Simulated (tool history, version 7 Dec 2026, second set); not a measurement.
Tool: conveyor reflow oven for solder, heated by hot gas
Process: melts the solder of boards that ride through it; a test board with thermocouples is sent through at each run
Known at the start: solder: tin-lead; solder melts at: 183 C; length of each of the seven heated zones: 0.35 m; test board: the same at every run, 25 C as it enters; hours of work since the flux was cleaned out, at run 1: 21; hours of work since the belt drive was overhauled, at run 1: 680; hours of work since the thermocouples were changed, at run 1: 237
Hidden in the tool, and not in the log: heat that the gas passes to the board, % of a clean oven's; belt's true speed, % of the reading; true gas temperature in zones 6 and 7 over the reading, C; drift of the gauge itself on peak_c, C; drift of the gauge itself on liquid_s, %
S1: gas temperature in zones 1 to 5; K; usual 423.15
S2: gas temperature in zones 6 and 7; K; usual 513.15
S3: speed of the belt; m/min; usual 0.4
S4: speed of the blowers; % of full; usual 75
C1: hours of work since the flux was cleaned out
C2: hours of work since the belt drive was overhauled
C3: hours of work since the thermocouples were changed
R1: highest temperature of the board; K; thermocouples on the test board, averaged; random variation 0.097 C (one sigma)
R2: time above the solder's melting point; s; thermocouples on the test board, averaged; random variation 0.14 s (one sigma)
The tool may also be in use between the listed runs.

run   hour      S1      S2     S3  S4   C1   C2   C3      R1    R2
  1      0  423.15  513.15    0.4  75   21  680  237  500.56  95.6
  2   10.1  420.15  513.15    0.4  75   25  685  242  500.13  93.7
  3   21.2  423.15  513.15    0.4  75   30  689  247   500.6  95.8
  4   40.6  423.15  513.15    0.4  75   39  698  255  500.63  95.7
  5   60.6  423.15  513.15    0.4  75   48  707  264  500.62  95.7
  6   77.4  423.15  513.15    0.4  75   55  714  271  500.46    96
  7   98.1  423.15  513.15    0.4  75   64  724  281   500.4    96
  8  115.3  421.15  513.15    0.4  75   72  731  288  500.31  94.7
  9  128.9  421.15  513.15    0.4  75   78  737  294  500.31  94.3
 10  144.2  421.15  513.15    0.4  75   85  744  301  500.31  94.7
 11  167.3  421.15  513.15    0.4  75   95  754  311  500.26  94.7
 12  191.4  423.15  528.15    0.4  75  106  765  322  514.03   105
 13  204.9  423.15  513.15    0.4  75  112  771  328  500.41  96.1
 14    224  423.15  513.15    0.4  75  120  779  336   500.5  95.9
 15  242.7  423.15  513.15    0.4  75  128  788  345  500.68  96.1
 16  265.1  413.15  513.15    0.4  75  138  797  355  498.97  89.5
 17  285.7  426.15  509.15  0.449  75  147  807  364  494.14    82

Run 18 comes next. What will it give?
       311  -- belt drive overhauled, speed set with a stopwatch
 18  313.9  432.15  504.15  0.4  72  158   1  374   ?   ?

{"run 18": {"R1": 493.25, "R2": 93.7}}
Without the tool's hidden state the same run would have given R1 493.17 K, R2 93.9 s.

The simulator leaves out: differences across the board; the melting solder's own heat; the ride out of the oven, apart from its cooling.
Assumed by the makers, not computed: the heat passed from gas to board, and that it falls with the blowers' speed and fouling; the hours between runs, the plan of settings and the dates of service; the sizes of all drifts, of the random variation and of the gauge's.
